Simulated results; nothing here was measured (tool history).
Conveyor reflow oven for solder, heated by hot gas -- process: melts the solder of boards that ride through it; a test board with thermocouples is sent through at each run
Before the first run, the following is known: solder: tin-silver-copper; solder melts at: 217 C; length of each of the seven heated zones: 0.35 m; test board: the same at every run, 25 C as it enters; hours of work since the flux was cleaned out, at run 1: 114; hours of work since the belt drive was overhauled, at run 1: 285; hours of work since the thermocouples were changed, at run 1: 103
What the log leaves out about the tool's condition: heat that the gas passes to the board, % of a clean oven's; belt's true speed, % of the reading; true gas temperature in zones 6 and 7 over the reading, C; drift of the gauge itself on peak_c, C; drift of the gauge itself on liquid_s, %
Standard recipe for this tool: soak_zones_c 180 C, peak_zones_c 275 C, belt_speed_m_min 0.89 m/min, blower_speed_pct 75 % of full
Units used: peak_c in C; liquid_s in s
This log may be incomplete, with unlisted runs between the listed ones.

run	hour	soak_zones_c	peak_zones_c	belt_speed_m_min	blower_speed_pct	hours of work since the flux was cleaned out	hours of work since the belt drive was overhauled	hours of work since the thermocouples were changed	peak_c	liquid_s
1	0	180	275	0.89	75	114	285	103	254.7	36.7
2	12.7	180	275	0.89	75	123	294	112	254.8	36.6
3	31.3	180	275	0.89	75	135	306	124	254.2	36.6
4	42.1	180	275	0.89	75	143	313	132	254.7	36.9
5	57.5	180	275	0.89	75	153	324	142	254.2	36.6
6	70.8	180	275	0.89	75	162	333	151	253.8	36.6
7	89.8	180	275	0.89	75	175	345	163	254.2	36.8
8	108.8	180	275	0.89	75	187	358	176	253.8	36.5
9	126	180	275	0.89	75	199	370	188	254.5	36.8
10	139.5	180	275	0.89	75	208	379	197	254.4	36.7
11	158.1	180	275	0.89	75	220	391	209	254.6	36.8
12	172.5	180	275	0.89	75	230	401	219	254.9	36.7
13	186.1	180	275	0.89	75	239	410	228	253.7	36.3
14	201.1	180	275	0.89	75	249	420	238	253.6	36.5
15	218.4	180	275	0.89	75	261	431	250	254	36.7
16	235.6	180	275	1.063	75	272	443	261	247	26.5
17	244.9	180	275	0.89	82	278	449	267	255.2	37.4
18	254.6	177	288	0.71	73	285	456	274	272.1	53.7
19	270.9	188	271	0.8	64	296	467	285	253.6	42.9
20	286.1	179	277	1.063	90	306	477	295	252.5	29.4
21	304.3	165	285	0.721	72	318	489	307	267	47.7
22	319.6	168	275	0.848	75	329	499	317	253.2	35.4
23	332.9	187	275	0.89	62	337	508	326	251.2	36.6
24	344.5	175	281	1.031	75	345	516	334	250.6	28.3
25	359.4	175	281	1.031	75	355	526	344	250.2	28.5
26	375.9	167	275	0.821	72	366	537	355	253.5	36.7
27	388.5	178	276	0.89	75	375	545	364	253.6	36
28	399.3	180	282	0.89	59	382	553	371	253.9	35.8
29	412	172	282	0.89	59	390	561	379	252.2	33
30	428.5	187	268	0.89	60	401	572	390	245.5	33.3

Pick out some run-to-run changes in peak_c. Of each, how much would a tool without hidden state show as well, from the settings, what came in and chance, and how much is left for the hidden state and any gauge scatter not in both results compared?
Run 17 -> 18: soak_zones_c 180 -> 177, peak_zones_c 275 -> 288, belt_speed_m_min 0.89 -> 0.71, blower_speed_pct 82 -> 73. peak_c +16.9 C: hidden state +0.4, all else +16.5.
Run 18 -> 19: soak_zones_c 177 -> 188, peak_zones_c 288 -> 271, belt_speed_m_min 0.71 -> 0.8, blower_speed_pct 73 -> 64. peak_c -18.5 C: hidden state +0.1, all else -18.6.
Run 19 -> 20: soak_zones_c 188 -> 179, peak_zones_c 271 -> 277, belt_speed_m_min 0.8 -> 1.063, blower_speed_pct 64 -> 90. peak_c -1.1 C: hidden state -1.2, all else +0.1.
Run 20 -> 21: soak_zones_c 179 -> 165, peak_zones_c 277 -> 285, belt_speed_m_min 1.063 -> 0.721, blower_speed_pct 90 -> 72. peak_c +14.5 C: hidden state +0.9, all else +13.6.
Run 23 -> 24: soak_zones_c 187 -> 175, peak_zones_c 275 -> 281, belt_speed_m_min 0.89 -> 1.031, blower_speed_pct 62 -> 75. peak_c -0.6 C: hidden state -0.8, all else +0.2.
